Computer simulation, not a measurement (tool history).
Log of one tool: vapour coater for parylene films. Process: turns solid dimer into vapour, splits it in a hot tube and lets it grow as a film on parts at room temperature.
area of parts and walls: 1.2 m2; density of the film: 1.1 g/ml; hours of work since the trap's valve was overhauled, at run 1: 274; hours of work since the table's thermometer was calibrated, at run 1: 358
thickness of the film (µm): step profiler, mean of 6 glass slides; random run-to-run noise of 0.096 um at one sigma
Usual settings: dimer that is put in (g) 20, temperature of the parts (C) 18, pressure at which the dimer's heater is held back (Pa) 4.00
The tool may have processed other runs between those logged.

run,day,dimer that is put in (g),temperature of the parts (C),pressure at which the dimer's heater is held back (Pa),hours of work since the trap's valve was overhauled,hours of work since the table's thermometer was calibrated,thickness of the film (µm)
1,0.000,20,18,4.00,274,358,11.70
2,2.008,20,18,4.00,306,389,11.69
3,3.562,20,18,4.00,330,413,11.76
4,5.933,20,18,4.00,366,450,11.64
5,7.646,20,18,4.00,393,477,11.81
6,9.617,20,18,4.00,423,507,11.60
7,11.950,20,18,4.00,459,543,11.40
# day 12.892: trap's valve overhauled
8,13.629,20,18,4.00,11,567,11.67
9,16.038,20,18,4.00,49,604,11.79
10,17.762,20,18,4.00,75,631,11.63
11,20.333,20,18,4.00,115,671,11.64
12,22.488,20,18,4.00,149,704,11.81
13,24.025,20,18,4.00,172,728,11.70
14,25.775,20,18,2.35,199,755,12.25
15,26.862,17,14,2.87,216,772,11.49
16,29.496,17,14,2.87,257,812,11.48
# day 30.912: table's thermometer calibrated
17,31.521,29,27,2.15,288,9,13.75
18,33.112,35,18,6.56,313,34,19.65
19,35.033,35,18,6.56,342,64,19.40
20,36.221,35,18,6.56,361,82,19.43
21,37.475,35,18,6.56,380,102,19.67
22,39.133,20,20,6.54,406,127,10.62
23,41.717,34,14,4.26,446,167,22.06
# day 43.525: trap's valve overhauled
24,44.329,8,16,2.66,12,205,5.13
25,46.033,8,16,2.66,39,232,5.18
26,47.158,11,12,9.28,56,249,7.23
27,49.171,24,19,7.61,87,280,12.98
28,50.733,12,16,9.92,112,304,6.84

Each row is a separate what-if for the run after 28, all from the same tool condition, not one after another. Results?
A,52.962,21,16,9.92,146,339,?
B,52.962,17,16,10.21,146,339,?
C,52.962,12,26,4.26,146,339,?
D,52.962,20,18,6.88,146,339,?
E,52.962,12,28,3.74,146,339,?

run,thickness of the film (µm)
A,12.10
B,9.66
C,5.48
D,11.12
E,5.37
What these runs would have given with no unlogged condition in the tool:
run,thickness of the film (µm)
A,12.12
B,9.68
C,5.49
D,11.14
E,5.38
